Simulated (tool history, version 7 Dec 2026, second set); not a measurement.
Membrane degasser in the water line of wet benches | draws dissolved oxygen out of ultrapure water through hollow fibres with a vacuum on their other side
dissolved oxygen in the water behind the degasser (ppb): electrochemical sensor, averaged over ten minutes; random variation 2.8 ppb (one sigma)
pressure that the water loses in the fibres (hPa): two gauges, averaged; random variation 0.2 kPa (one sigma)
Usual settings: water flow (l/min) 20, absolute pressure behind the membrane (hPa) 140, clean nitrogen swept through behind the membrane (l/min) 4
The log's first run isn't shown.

run   hour  water flow (l/min)  absolute pressure behind the membrane (hPa)  clean nitrogen swept through behind the membrane (l/min)  hours since the membrane was changed  hours since the vacuum gauge was calibrated  hours since the vacuum lines were made tight  dissolved oxygen in the water behind the degasser (ppb)  pressure that the water loses in the fibres (hPa)
  2   42.9                  20                                          140                                                      3.85                                   660                                          740                                          2554                                                    283.8                                              440.6
  3     73                  20                                          140                                                      3.85                                   690                                          770                                          2584                                                    284.9                                              441.9
  4  131.7                  20                                          140                                                      3.85                                   749                                          829                                          2642                                                      290                                              441.2
  5  183.9                  20                                          140                                                      3.85                                   801                                          881                                          2695                                                    281.1                                              443.1
  6  249.3                  20                                          140                                                      3.85                                   867                                          947                                          2760                                                    286.5                                              444.2
  7  283.6                  20                                          140                                                      3.85                                   901                                          981                                          2794                                                    282.2                                              443.7
  8  336.9                  20                                          140                                                      3.85                                   954                                         1034                                          2848                                                    287.6                                              443.8
  9  371.4                  20                                          297                                                         4                                   989                                         1069                                          2882                                                    455.4                                              444.7
 10  426.4                  20                                          297                                                         4                                  1044                                         1124                                          2937                                                    459.4                                              444.9
 11  459.2                  20                                           91                                                         4                                  1077                                         1157                                          2970                                                    220.2                                              443.8
 12  530.4                  16                                          140                                                         4                                  1148                                         1228                                          3041                                                    198.4                                              356.4
 13    561                  16                                          140                                                         4                                  1178                                         1258                                          3072                                                    201.3                                              355.7
 14  630.7                  16                                          140                                                         4                                  1248                                         1328                                          3141                                                    201.2                                              352.5
 15  694.5                  16                                          140                                                      6.18                                  1312                                         1392                                          3205                                                    167.7                                              353.7
 16  753.5                  20                                          140                                                         4                                  1371                                         1451                                          3264                                                    281.3                                              443.6
 17  795.5                  20                                          191                                                         4                                  1413                                         1493                                          3306                                                    341.3                                              444.9
 18  834.7                  20                                          191                                                         4                                  1452                                         1532                                          3345                                                    343.8                                                446
 19    874                  15                                          322                                                      7.48                                  1491                                         1572                                          3385                                                    224.3                                              330.4
 20  930.8                  15                                          322                                                      7.48                                  1548                                         1628                                          3442                                                    227.4                                              333.1
 21  968.4                  13                                          102                                                      6.81                                  1586                                         1666                                          3479                                                     94.5                                              289.3

Forecast run 22:
 22  1020.9                  13                                          102                                                      6.81                                  1638                                         1718                                          3532                                                        ?                                                  ?

Run 22 gave dissolved oxygen in the water behind the degasser (ppb) 95.2, pressure that the water loses in the fibres (hPa) 288.7.
Without the tool's hidden state the same run would have given dissolved oxygen in the water behind the degasser (ppb) 91.5, pressure that the water loses in the fibres (hPa) 286.1.

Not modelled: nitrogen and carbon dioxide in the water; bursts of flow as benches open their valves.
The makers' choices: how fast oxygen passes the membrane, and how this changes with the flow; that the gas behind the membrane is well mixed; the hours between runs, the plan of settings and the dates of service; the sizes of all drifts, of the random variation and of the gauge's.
